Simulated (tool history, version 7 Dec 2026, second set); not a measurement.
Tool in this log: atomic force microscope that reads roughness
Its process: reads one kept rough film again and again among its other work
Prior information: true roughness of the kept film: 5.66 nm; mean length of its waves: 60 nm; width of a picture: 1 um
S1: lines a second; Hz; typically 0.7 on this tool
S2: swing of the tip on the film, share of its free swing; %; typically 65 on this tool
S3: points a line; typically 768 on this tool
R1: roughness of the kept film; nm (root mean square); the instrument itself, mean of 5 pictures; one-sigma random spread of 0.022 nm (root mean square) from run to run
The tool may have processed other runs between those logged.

| run | hour | S1 | S2 | S3 | R1 |
|---|---|---|---|---|---|
| 1 | 0 | 0.7 | 65 | 768 | 5.408 |
| 2 | 16.7 | 0.7 | 65 | 768 | 5.418 |
| 3 | 35 | 0.7 | 79 | 768 | 5.326 |
| 4 | 54.7 | 0.7 | 65 | 796 | 5.432 |
| 5 | 70.4 | 0.7 | 65 | 796 | 5.395 |
|  | 87.1 | new tip fitted |
| 6 | 90 | 3.116 | 65 | 796 | 5.192 |
| 7 | 104.9 | 0.7 | 65 | 768 | 5.446 |
| 8 | 114.1 | 0.7 | 65 | 768 | 5.394 |
| 9 | 125.5 | 0.7 | 65 | 768 | 5.408 |
| 10 | 139.3 | 0.7 | 65 | 768 | 5.439 |
| 11 | 158.9 | 0.7 | 65 | 768 | 5.399 |
| 12 | 179 | 0.7 | 65 | 768 | 5.388 |
| 13 | 194.7 | 1.141 | 65 | 546 | 5.376 |
| 14 | 213.8 | 3.733 | 63 | 504 | 5.074 |
| 15 | 228.5 | 3.733 | 63 | 504 | 5.18 |
| 16 | 240.4 | 0.7 | 65 | 261 | 5.353 |
| 17 | 262.2 | 3.445 | 59 | 768 | 5.231 |
| 18 | 273.8 | 3.445 | 59 | 768 | 5.211 |
| 19 | 284.2 | 3.167 | 72 | 409 | 5.012 |
|  | 290.5 | new tip fitted |
| 20 | 296.7 | 0.843 | 78 | 992 | 5.334 |
| 21 | 316 | 2.376 | 68 | 427 | 5.18 |
| 22 | 333.9 | 2.376 | 68 | 427 | 5.202 |
| 23 | 343.3 | 2.376 | 68 | 427 | 5.21 |

Below are 4 alternative next runs, each starting from the tool's condition after run 23. Predict each:
| A | 358.4 | 0.9 | 72 | 768 | ? |
| B | 358.4 | 2.306 | 74 | 439 | ? |
| C | 358.4 | 2.376 | 68 | 363 | ? |
| D | 358.4 | 0.7 | 80 | 768 | ? |

| run | R1 |
|---|---|
| A | 5.354 |
| B | 5.106 |
| C | 5.203 |
| D | 5.309 |
What these runs would have given with no unlogged condition in the tool:
| run | R1 |
|---|---|
| A | 5.36 |
| B | 5.111 |
| C | 5.208 |
| D | 5.314 |

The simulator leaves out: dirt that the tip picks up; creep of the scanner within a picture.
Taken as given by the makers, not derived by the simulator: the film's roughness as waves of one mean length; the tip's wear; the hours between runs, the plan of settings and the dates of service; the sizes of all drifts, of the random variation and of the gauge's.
